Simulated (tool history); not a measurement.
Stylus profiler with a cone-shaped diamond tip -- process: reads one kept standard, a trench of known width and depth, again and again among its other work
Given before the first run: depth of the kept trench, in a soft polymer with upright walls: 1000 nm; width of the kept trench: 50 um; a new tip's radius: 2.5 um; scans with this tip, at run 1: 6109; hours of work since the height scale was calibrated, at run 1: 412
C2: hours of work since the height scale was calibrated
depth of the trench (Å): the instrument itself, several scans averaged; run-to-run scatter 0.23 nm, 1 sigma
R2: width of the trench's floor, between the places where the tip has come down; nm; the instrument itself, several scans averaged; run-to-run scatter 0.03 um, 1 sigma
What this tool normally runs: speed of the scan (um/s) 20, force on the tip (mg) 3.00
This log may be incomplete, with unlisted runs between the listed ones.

{"run": 1, "hour": 0.0, "speed of the scan (um/s)": 20, "force on the tip (mg)": 3.0, "scans with this tip": 6109, "C2": 412, "depth of the trench (Å)": 10191.9, "R2": 45110}
{"run": 2, "hour": 94.3, "speed of the scan (um/s)": 20, "force on the tip (mg)": 3.0, "scans with this tip": 7195, "C2": 485, "depth of the trench (Å)": 10191.6, "R2": 45000}
{"run": 3, "hour": 170.8, "speed of the scan (um/s)": 20, "force on the tip (mg)": 3.0, "scans with this tip": 8075, "C2": 544, "depth of the trench (Å)": 10197.7, "R2": 44910}
{"run": 4, "hour": 231.7, "speed of the scan (um/s)": 20, "force on the tip (mg)": 3.0, "scans with this tip": 8776, "C2": 591, "depth of the trench (Å)": 10202.3, "R2": 44830}
{"run": 5, "hour": 314.9, "speed of the scan (um/s)": 32, "force on the tip (mg)": 3.0, "scans with this tip": 9734, "C2": 656, "depth of the trench (Å)": 10204.8, "R2": 44720}
{"run": 6, "hour": 368.6, "speed of the scan (um/s)": 32, "force on the tip (mg)": 3.0, "scans with this tip": 10352, "C2": 697, "depth of the trench (Å)": 10204.1, "R2": 44650}
{"run": 7, "hour": 408.1, "speed of the scan (um/s)": 20, "force on the tip (mg)": 1.24, "scans with this tip": 10807, "C2": 728, "depth of the trench (Å)": 10127.2, "R2": 44540}
{"run": 8, "hour": 494.8, "speed of the scan (um/s)": 20, "force on the tip (mg)": 3.0, "scans with this tip": 11805, "C2": 795, "depth of the trench (Å)": 10205.6, "R2": 44430}
{"run": 9, "hour": 560.9, "speed of the scan (um/s)": 20, "force on the tip (mg)": 3.0, "scans with this tip": 12566, "C2": 847, "depth of the trench (Å)": 10206.4, "R2": 44370}
{"run": 10, "hour": 635.7, "speed of the scan (um/s)": 20, "force on the tip (mg)": 3.0, "scans with this tip": 13427, "C2": 904, "depth of the trench (Å)": 10208.0, "R2": 44320}
{"run": 11, "hour": 690.1, "speed of the scan (um/s)": 20, "force on the tip (mg)": 3.0, "scans with this tip": 14053, "C2": 947, "depth of the trench (Å)": 10212.9, "R2": 44240}
{"run": 12, "hour": 732.3, "speed of the scan (um/s)": 20, "force on the tip (mg)": 3.0, "scans with this tip": 14539, "C2": 979, "depth of the trench (Å)": 10212.6, "R2": 44220}
{"run": 13, "hour": 791.8, "speed of the scan (um/s)": 76, "force on the tip (mg)": 3.0, "scans with this tip": 15224, "C2": 1026, "depth of the trench (Å)": 10217.9, "R2": 44060}
{"run": 14, "hour": 852.6, "speed of the scan (um/s)": 76, "force on the tip (mg)": 3.0, "scans with this tip": 15924, "C2": 1073, "depth of the trench (Å)": 10218.7, "R2": 43950}
{"run": 15, "hour": 911.6, "speed of the scan (um/s)": 76, "force on the tip (mg)": 3.0, "scans with this tip": 16603, "C2": 1118, "depth of the trench (Å)": 10220.6, "R2": 43900}
{"run": 16, "hour": 967.1, "speed of the scan (um/s)": 76, "force on the tip (mg)": 1.17, "scans with this tip": 17242, "C2": 1162, "depth of the trench (Å)": 10140.6, "R2": 43720}
{"hour": 975.0, "done": "height scale calibrated on a step standard"}
{"run": 17, "hour": 1045.7, "speed of the scan (um/s)": 14, "force on the tip (mg)": 3.0, "scans with this tip": 18141, "C2": 55, "depth of the trench (Å)": 10239.5, "R2": 43820}
{"run": 18, "hour": 1104.7, "speed of the scan (um/s)": 14, "force on the tip (mg)": 3.0, "scans with this tip": 18819, "C2": 101, "depth of the trench (Å)": 10241.8, "R2": 43760}
{"hour": 1136.8, "done": "height scale calibrated on a step standard, once more"}
{"run": 19, "hour": 1184.9, "speed of the scan (um/s)": 14, "force on the tip (mg)": 3.0, "scans with this tip": 19738, "C2": 37, "depth of the trench (Å)": 10172.4, "R2": 43640}
{"run": 20, "hour": 1275.4, "speed of the scan (um/s)": 14, "force on the tip (mg)": 3.0, "scans with this tip": 20779, "C2": 108, "depth of the trench (Å)": 10178.6, "R2": 43600}
{"run": 21, "hour": 1329.9, "speed of the scan (um/s)": 14, "force on the tip (mg)": 3.0, "scans with this tip": 21407, "C2": 150, "depth of the trench (Å)": 10174.4, "R2": 43510}
{"run": 22, "hour": 1413.0, "speed of the scan (um/s)": 14, "force on the tip (mg)": 3.0, "scans with this tip": 22363, "C2": 214, "depth of the trench (Å)": 10177.5, "R2": 43450}
{"run": 23, "hour": 1507.8, "speed of the scan (um/s)": 14, "force on the tip (mg)": 3.0, "scans with this tip": 23454, "C2": 288, "depth of the trench (Å)": 10187.2, "R2": 43320}
{"hour": 1545.6, "done": "new tip fitted, height scale calibrated"}
{"run": 24, "hour": 1557.5, "speed of the scan (um/s)": 8, "force on the tip (mg)": 1.08, "scans with this tip": 137, "C2": 9, "depth of the trench (Å)": 10086.1, "R2": 46020}
{"run": 25, "hour": 1640.5, "speed of the scan (um/s)": 8, "force on the tip (mg)": 4.06, "scans with this tip": 1093, "C2": 74, "depth of the trench (Å)": 10213.8, "R2": 45870}
{"run": 26, "hour": 1704.8, "speed of the scan (um/s)": 8, "force on the tip (mg)": 4.06, "scans with this tip": 1833, "C2": 123, "depth of the trench (Å)": 10220.2, "R2": 45730}
{"run": 27, "hour": 1753.0, "speed of the scan (um/s)": 11, "force on the tip (mg)": 3.28, "scans with this tip": 2388, "C2": 161, "depth of the trench (Å)": 10192.1, "R2": 45700}
{"run": 28, "hour": 1847.0, "speed of the scan (um/s)": 6, "force on the tip (mg)": 3.89, "scans with this tip": 3469, "C2": 234, "depth of the trench (Å)": 10214.7, "R2": 45560}
{"run": 29, "hour": 1889.6, "speed of the scan (um/s)": 28, "force on the tip (mg)": 3.65, "scans with this tip": 3960, "C2": 267, "depth of the trench (Å)": 10205.5, "R2": 45390}
{"run": 30, "hour": 1952.4, "speed of the scan (um/s)": 28, "force on the tip (mg)": 3.65, "scans with this tip": 4683, "C2": 316, "depth of the trench (Å)": 10207.9, "R2": 45360}
{"run": 31, "hour": 2019.5, "speed of the scan (um/s)": 8, "force on the tip (mg)": 2.62, "scans with this tip": 5455, "C2": 368, "depth of the trench (Å)": 10170.2, "R2": 45280}
{"run": 32, "hour": 2090.8, "speed of the scan (um/s)": 8, "force on the tip (mg)": 2.62, "scans with this tip": 6276, "C2": 423, "depth of the trench (Å)": 10173.0, "R2": 45100}
{"run": 33, "hour": 2176.6, "speed of the scan (um/s)": 5, "force on the tip (mg)": 2.44, "scans with this tip": 7263, "C2": 489, "depth of the trench (Å)": 10168.4, "R2": 45030}
{"run": 34, "hour": 2218.0, "speed of the scan (um/s)": 49, "force on the tip (mg)": 3.32, "scans with this tip": 7740, "C2": 521, "depth of the trench (Å)": 10206.1, "R2": 44930}
{"run": 35, "hour": 2291.8, "speed of the scan (um/s)": 6, "force on the tip (mg)": 2.92, "scans with this tip": 8589, "C2": 579, "depth of the trench (Å)": 10196.1, "R2": 44910}
{"run": 36, "hour": 2380.7, "speed of the scan (um/s)": 38, "force on the tip (mg)": 7.01, "scans with this tip": 9613, "C2": 648, "depth of the trench (Å)": 10333.5, "R2": 44760}
{"run": 37, "hour": 2470.5, "speed of the scan (um/s)": 7, "force on the tip (mg)": 2.82, "scans with this tip": 10646, "C2": 717, "depth of the trench (Å)": 10191.3, "R2": 44570}
{"run": 38, "hour": 2532.8, "speed of the scan (um/s)": 66, "force on the tip (mg)": 1.96, "scans with this tip": 11364, "C2": 766, "depth of the trench (Å)": 10160.8, "R2": 44410}
{"run": 39, "hour": 2601.5, "speed of the scan (um/s)": 66, "force on the tip (mg)": 1.96, "scans with this tip": 12155, "C2": 819, "depth of the trench (Å)": 10162.6, "R2": 44340}
{"run": 40, "hour": 2685.5, "speed of the scan (um/s)": 66, "force on the tip (mg)": 1.96, "scans with this tip": 13122, "C2": 884, "depth of the trench (Å)": 10167.4, "R2": 44230}
{"run": 41, "hour": 2776.9, "speed of the scan (um/s)": 66, "force on the tip (mg)": 1.96, "scans with this tip": 14174, "C2": 955, "depth of the trench (Å)": 10167.5, "R2": 44130}
{"run": 42, "hour": 2822.3, "speed of the scan (um/s)": 6, "force on the tip (mg)": 2.4, "scans with this tip": 14696, "C2": 990, "depth of the trench (Å)": 10185.6, "R2": 44180}
{"run": 43, "hour": 2909.5, "speed of the scan (um/s)": 49, "force on the tip (mg)": 1.94, "scans with this tip": 15700, "C2": 1058, "depth of the trench (Å)": 10171.7, "R2": 43980}
{"run": 44, "hour": 2976.3, "speed of the scan (um/s)": 20, "force on the tip (mg)": 4.02, "scans with this tip": 16469, "C2": 1110, "depth of the trench (Å)": 10254.5, "R2": 43990}
{"run": 45, "hour": 3054.8, "speed of the scan (um/s)": 20, "force on the tip (mg)": 4.02, "scans with this tip": 17372, "C2": 1170, "depth of the trench (Å)": 10254.7, "R2": 43860}

Branching from run 45: 3 alternative next runs. What would each branch give?
{"run": "A", "hour": 3113.6, "speed of the scan (um/s)": 12, "force on the tip (mg)": 8.45, "scans with this tip": 18049, "C2": 1216, "depth of the trench (Å)": "?", "R2": "?"}
{"run": "B", "hour": 3113.6, "speed of the scan (um/s)": 8, "force on the tip (mg)": 4.02, "scans with this tip": 18049, "C2": 1216, "depth of the trench (Å)": "?", "R2": "?"}
{"run": "C", "hour": 3113.6, "speed of the scan (um/s)": 7, "force on the tip (mg)": 2.93, "scans with this tip": 18049, "C2": 1216, "depth of the trench (Å)": "?", "R2": "?"}

run=A depth_of_the_trench_(Å)=10398.5 R2=43910
run=B depth_of_the_trench_(Å)=10264.5 R2=43830
run=C depth_of_the_trench_(Å)=10219.1 R2=43890
With the hidden condition removed and each run's random variation left untouched, the same runs would have given:
run=A depth_of_the_trench_(Å)=10348.2 R2=46030
run=B depth_of_the_trench_(Å)=10214.7 R2=45940
run=C depth_of_the_trench_(Å)=10169.6 R2=46000
